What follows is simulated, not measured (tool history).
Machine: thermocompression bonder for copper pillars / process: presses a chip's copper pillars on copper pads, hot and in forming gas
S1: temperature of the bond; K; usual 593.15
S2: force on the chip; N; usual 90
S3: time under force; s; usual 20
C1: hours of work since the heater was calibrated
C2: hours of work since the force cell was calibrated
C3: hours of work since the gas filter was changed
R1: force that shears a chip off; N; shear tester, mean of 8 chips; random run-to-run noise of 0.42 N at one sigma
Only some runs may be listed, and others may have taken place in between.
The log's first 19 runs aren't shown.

run,hour,S1,S2,S3,C1,C2,C3,R1
20,165.0,593.15,90,20,384,133,86,66.1
21,171.0,606.15,57,11,387,137,89,40.8
22,179.2,584.15,90,35,392,141,93,70.6
23,187.9,565.15,90,35,396,145,98,60.7
24,197.7,565.15,90,35,401,150,103,60.6
25,205.1,565.15,54,37,405,154,106,39.3
26,213.0,608.15,60,40,409,158,110,66.4
27,217.9,608.15,60,40,411,160,113,66.0
28,224.7,608.15,70,40,414,163,116,73.7
29,234.7,609.15,95,14,419,168,121,68.9
30,243.6,587.15,90,29,424,173,126,68.5
31,252.6,568.15,75,11,428,177,130,35.0
32,262.7,568.15,75,11,434,183,135,35.4
33,267.9,581.15,73,11,436,185,138,40.2
34,275.1,581.15,73,11,440,189,142,39.4
35,285.5,593.15,64,20,445,194,147,49.0
36,295.5,593.15,64,20,450,199,152,49.6
37,302.5,593.15,107,28,453,202,155,79.1
38,312.4,569.15,75,34,458,207,160,52.5
39,320.2,569.15,75,34,462,211,164,53.7
40,329.2,593.15,128,12,467,216,169,70.9

Alternative continuations, all from the tool just after run 40; predict every row:
A,337.7,572.15,67,20,471,220,173,?
B,337.7,593.15,90,22,471,220,173,?
C,337.7,587.15,96,12,471,220,173,?
D,337.7,593.15,97,12,471,220,173,?

run,R1
A,41.1
B,66.7
C,55.3
D,58.6
Stripped of hidden state, with their random variation kept, the same runs would have yielded:
run,R1
A,41.6
B,68.2
C,56.3
D,59.8

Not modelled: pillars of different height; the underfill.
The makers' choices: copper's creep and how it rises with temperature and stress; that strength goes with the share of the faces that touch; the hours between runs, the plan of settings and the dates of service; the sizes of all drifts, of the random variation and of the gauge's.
